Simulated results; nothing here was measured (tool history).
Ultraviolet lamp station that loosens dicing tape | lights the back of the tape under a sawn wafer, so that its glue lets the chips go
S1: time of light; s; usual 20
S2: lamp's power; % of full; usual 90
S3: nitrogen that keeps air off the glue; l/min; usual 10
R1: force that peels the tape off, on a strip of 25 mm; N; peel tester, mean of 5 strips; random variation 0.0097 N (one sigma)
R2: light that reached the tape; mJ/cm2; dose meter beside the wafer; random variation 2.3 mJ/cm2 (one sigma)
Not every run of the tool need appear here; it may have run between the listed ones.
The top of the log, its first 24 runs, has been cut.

Run 25, day 16.908: usual settings but S1 14 s. Result: R1 1.378 N, R2 127 mJ/cm2.
Run 26, day 17.304: usual settings but S1 14 s. Result: R1 1.350 N, R2 126 mJ/cm2.
Run 27, day 18.071: usual settings but S1 39 s. Result: R1 0.229 N, R2 343 mJ/cm2.
At day 18.158: window cleaned of glue's vapour.
Run 28, day 18.954: usual settings but S1 22 s, S2 98 % of full, S3 7 l/min. Result: R1 0.781 N, R2 191 mJ/cm2.
Run 29, day 19.671: usual settings but S1 11 s, S2 73 % of full. Result: R1 3.059 N, R2 72 mJ/cm2.
Run 30, day 20.567: usual settings but S1 33 s, S2 99 % of full, S3 3 l/min. Result: R1 0.729 N, R2 287 mJ/cm2.
At day 20.871: window cleaned of glue's vapour, once more.
Run 31, day 21.133: usual settings but S3 11 l/min. Result: R1 0.482 N, R2 202 mJ/cm2.
Run 32, day 21.671: usual settings but S3 15 l/min. Result: R1 0.381 N, R2 206 mJ/cm2.
Run 33, day 22.429: usual settings but S1 16 s. Result: R1 0.846 N, R2 163 mJ/cm2.
Run 34, day 23.233: usual settings but S1 30 s, S3 15 l/min. Result: R1 0.211 N, R2 304 mJ/cm2.
Run 35, day 23.967: usual settings but S1 30 s, S3 15 l/min. Result: R1 0.215 N, R2 300 mJ/cm2.
Run 36, day 24.583: usual settings but S1 30 s, S3 15 l/min. Result: R1 0.216 N, R2 299 mJ/cm2.
Run 37, day 25.196: usual settings but S2 65 % of full. Result: R1 1.062 N, R2 142 mJ/cm2.
Run 38, day 25.858: usual settings but S3 6 l/min. Result: R1 0.879 N, R2 197 mJ/cm2.

Forecast run 39:
Run 39, day 26.742: usual settings but S3 6 l/min. Result: R1 ?, R2 ?.

{"run 39": {"R1": 0.877, "R2": 201}}
Were there no unlogged condition in the tool, this run, its random variation unchanged, would have produced R1 0.660 N, R2 230 mJ/cm2.

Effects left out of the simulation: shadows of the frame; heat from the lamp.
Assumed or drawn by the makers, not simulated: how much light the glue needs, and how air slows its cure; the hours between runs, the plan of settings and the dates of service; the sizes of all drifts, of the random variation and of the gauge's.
